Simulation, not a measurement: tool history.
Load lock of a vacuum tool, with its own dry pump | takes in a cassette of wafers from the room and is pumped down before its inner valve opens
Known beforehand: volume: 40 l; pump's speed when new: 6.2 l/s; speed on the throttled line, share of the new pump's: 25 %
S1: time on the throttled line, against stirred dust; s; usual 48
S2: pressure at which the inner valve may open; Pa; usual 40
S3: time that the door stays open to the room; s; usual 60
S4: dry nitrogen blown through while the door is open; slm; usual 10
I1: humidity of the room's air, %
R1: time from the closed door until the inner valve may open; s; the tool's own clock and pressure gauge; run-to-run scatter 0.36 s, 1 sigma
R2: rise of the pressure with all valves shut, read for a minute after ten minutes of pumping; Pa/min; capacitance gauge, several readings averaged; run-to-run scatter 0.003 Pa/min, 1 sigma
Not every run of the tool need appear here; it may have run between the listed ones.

run    hour  S1  S2   S3  S4    I1     R1     R2
  1       0  48  40   60  10  46.8   86.7  0.029
  2   311.2  48  40   60  10  48.2   86.2   0.03
  3   493.2  48  40   60  10  44.8   86.2  0.029
  4   713.2  48  40   60  10  45.7   85.8  0.027
  5   908.4  48  40   60  10    49   86.9  0.033
  6  1166.2  48  40   60  10    44   85.9  0.028
  7    1572  48  40   60  10  44.6   85.8  0.023
  8  1897.2  48  40   60  12  42.9     86  0.025
  9  2317.7  48  77   60  12  47.1   82.1  0.022
 10  2542.8  48  77   60  12  42.8   82.1  0.026
 11  2801.2  48  77   60  12  44.9     82  0.029
 12  3079.5  48  77   60  12  44.1   81.6  0.026
 13  3376.7  48  77   60  12  41.3   81.9  0.022
 14  3632.4  48  77   60  12    47   82.3   0.03
 15  3994.8  25  67   76  14  45.2   65.9  0.031
 16  4253.8  33  67   76  13  44.2   71.9  0.027
 17  4444.3  66  67   44  13  45.4     98  0.025
 18  4803.5  48  34  209  10  41.3   87.9  0.049
 19  5047.3  47  40   60  12  46.3   85.3  0.026
 20  5295.1  41  40   60  11    44   80.6  0.024
 21  5597.8  41  40   60  11  42.2   81.9  0.021
 22  5965.3  41  40   79  11    46   81.3  0.029
     6167.3  -- dry pump taken out, an overhauled one fitted
 23  6325.9  70  40   90  11  49.1  103.8  0.038
 24    6660  89  40   90  11    46  118.2   0.03
 25  6889.2  30  47   26  10  42.7     72  0.022
 26  7072.2  30  50   26  20  40.9   71.1  0.015
 27  7305.4  30  50  177  20    45   71.4  0.037
 28  7490.6  30  50  177  20    44   71.2  0.035

3 options for the next run, each taken on its own from the tool as it stands now. Forecast them:
  A  7718.5  30  52   47  32  46.9   ?   ?
  B  7718.5  30  73  177  42  44.6   ?   ?
  C  7718.5  30  50  226  15  45.1   ?   ?

run    R1     R2
  A  71.5  0.025
  B  68.9  0.027
  C  71.5  0.046
Without the tool's hidden state the same runs would have given:
run    R1     R2
  A  71.5  0.024
  B  68.9  0.026
  C  71.5  0.046

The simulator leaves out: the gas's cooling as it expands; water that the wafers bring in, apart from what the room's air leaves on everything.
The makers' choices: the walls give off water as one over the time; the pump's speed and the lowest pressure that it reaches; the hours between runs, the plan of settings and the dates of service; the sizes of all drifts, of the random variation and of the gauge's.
